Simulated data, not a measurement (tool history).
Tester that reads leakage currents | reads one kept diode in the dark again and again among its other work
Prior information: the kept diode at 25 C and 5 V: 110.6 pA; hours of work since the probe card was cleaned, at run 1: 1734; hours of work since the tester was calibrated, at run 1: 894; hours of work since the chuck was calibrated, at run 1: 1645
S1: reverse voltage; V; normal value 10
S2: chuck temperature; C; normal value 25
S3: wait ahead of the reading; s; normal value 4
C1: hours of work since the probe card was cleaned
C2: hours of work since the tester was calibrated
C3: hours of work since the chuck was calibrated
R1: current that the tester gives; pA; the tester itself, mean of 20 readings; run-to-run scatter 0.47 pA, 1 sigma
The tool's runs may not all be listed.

run    hour    S1  S2    S3    C1    C2    C3      R1
  1       0    10  25     4  1734   894  1645  157.26
  2    29.1    10  25     4  1754   914  1665  157.16
  3    64.8    10  25     4  1778   938  1689  157.97
  4   108.1    10  25     4  1807   967  1718  157.12
  5   153.4    10  25     4  1838   998  1749  157.86
  6   200.6   9.9  25     4  1870  1030  1781  156.71
  7   226.4    10  25     4  1887  1047  1798  157.36
  8   278.2    10  25     4  1922  1082  1833  157.74
  9   322.4    10  25     4  1952  1112  1863  157.01
 10   355.7    10  25  1.15  1975  1135  1886  158.68
      369.7  -- probe card cleaned and baked
 11   402.7    10  25     4    22  1165  1915  157.32
 12   425.7    10  50     4    38  1180  1931  923.02
 13   463.4   2.8  25     4    63  1206  1956   82.77
 14   492.5   2.8  25     4    83  1225  1976   83.02
 15   541.5   2.8  25     4   116  1258  2009    82.5
      551.4  -- chuck's temperature calibrated
 16   575.8    10  25     4   138  1280    17  156.24
 17   615.1   7.1  34  0.41   165  1307    43  262.47
 18   653.4   5.9  24  0.84   190  1333    69  113.08
 19   694.7   5.9  24  0.84   218  1360    97  112.32
 20   739.6   5.9  24  0.84   249  1391   127  112.49
 21   761.5   9.8  27  0.84   263  1406   142  182.02
 22   790.9   9.8  27  0.84   283  1425   162  182.45
 23   836.1  12.5  24  0.65   314  1456   192  164.79
 24   873.3  12.5  24  0.65   339  1481   218  165.85
 25   920.8  12.5  24  0.65   371  1513   250  165.73
 26     967    10  54     4   402  1544   281  1196.8
 27  1007.6   1.1  54     4   430  1572   308  398.61
 28  1043.1   1.1  54  2.05   454  1596   332  398.01
 29  1065.8   7.1  20  3.74   469  1611   348   89.34
 30  1113.9   4.4  48   9.7   502  1644   380   540.6
 31  1156.3   4.4  48   9.7   530  1672   409  538.81
 32  1189.4  17.5  27  1.12   553  1695   431  243.99

Per-run results on a tool with no hidden state, each run keeping its own random variation:
Unlogged tool condition in this case: stray current of the dirty probe card, pA a volt; current scale over the true one, %; true chuck temperature over the reading, C; drift of the gauge itself on leakage_pa, %.
run       R1
  1   156.94
  2   156.84
  3   157.63
  4   156.78
  5   157.51
  6   156.36
  7      157
  8   157.37
  9   156.65
 10    158.3
 11   157.07
 12   921.78
 13    82.63
 14    82.88
 15    82.36
 16   156.24
 17   262.47
 18   113.08
 19   112.31
 20   112.47
 21   181.99
 22   182.42
 23   164.74
 24    165.8
 25   165.68
 26  1196.63
 27   398.55
 28   397.94
 29     89.3
 30   540.47
 31   538.67
 32   243.85
